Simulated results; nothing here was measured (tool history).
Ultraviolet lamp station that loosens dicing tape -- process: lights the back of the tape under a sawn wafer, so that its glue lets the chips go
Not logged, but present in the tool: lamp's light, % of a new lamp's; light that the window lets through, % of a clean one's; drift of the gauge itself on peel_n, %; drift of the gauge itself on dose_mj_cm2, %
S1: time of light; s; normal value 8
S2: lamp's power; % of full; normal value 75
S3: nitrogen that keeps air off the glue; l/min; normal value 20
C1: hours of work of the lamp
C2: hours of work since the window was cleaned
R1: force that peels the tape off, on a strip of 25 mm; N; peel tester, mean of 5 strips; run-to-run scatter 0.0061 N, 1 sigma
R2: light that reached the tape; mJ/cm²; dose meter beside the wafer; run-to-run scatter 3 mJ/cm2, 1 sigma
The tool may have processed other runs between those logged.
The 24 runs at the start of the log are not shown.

Run 25, hour 296.5: usual settings but S1 4 s, S3 36 l/min; C1 449; C2 109. Result: R1 0.795 N, R2 226 mJ/cm².
Run 26, hour 312.3: usual settings but S1 6 s, S2 76 % of full, S3 8 l/min; C1 458; C2 118. Result: R1 0.621 N, R2 338 mJ/cm².
Run 27, hour 322.8: usual settings but S2 76 % of full, S3 28 l/min; C1 465; C2 125. Result: R1 0.144 N, R2 451 mJ/cm².
Run 28, hour 337.8: usual settings but S2 76 % of full, S3 28 l/min; C1 474; C2 134. Result: R1 0.141 N, R2 456 mJ/cm².
Run 29, hour 348.0: usual settings but S1 4 s, S2 70 % of full, S3 27 l/min; C1 480; C2 140. Result: R1 1.029 N, R2 204 mJ/cm².
Run 30, hour 355.7: usual settings but S1 4 s, S2 70 % of full, S3 27 l/min; C1 485; C2 144. Result: R1 1.029 N, R2 211 mJ/cm².
Run 31, hour 369.5: usual settings but S1 6 s, S2 84 % of full, S3 29 l/min; C1 493; C2 153. Result: R1 0.228 N, R2 371 mJ/cm².
Run 32, hour 382.7: usual settings but S1 6 s, S2 84 % of full, S3 29 l/min; C1 501; C2 160. Result: R1 0.240 N, R2 371 mJ/cm².

Predict each of these 3 candidate next runs independently; none follows another, all start after run 32:
Run A, hour 393.3: usual settings but S1 6 s, S2 72 % of full, S3 23 l/min; C1 507; C2 167. Result: R1 ?, R2 ?.
Run B, hour 393.3: usual settings but S1 11 s, S2 84 % of full, S3 24 l/min; C1 507; C2 167. Result: R1 ?, R2 ?.
Run C, hour 393.3: usual settings but S1 6 s, S2 90 % of full, S3 29 l/min; C1 507; C2 167. Result: R1 ?, R2 ?.

run     R1   R2
  A  0.386  320
  B  0.077  680
  C  0.205  402
Take away the tool's hidden state, keep each run's random variation, and the runs would have read:
run     R1   R2
  A  0.385  320
  B  0.077  681
  C  0.204  403
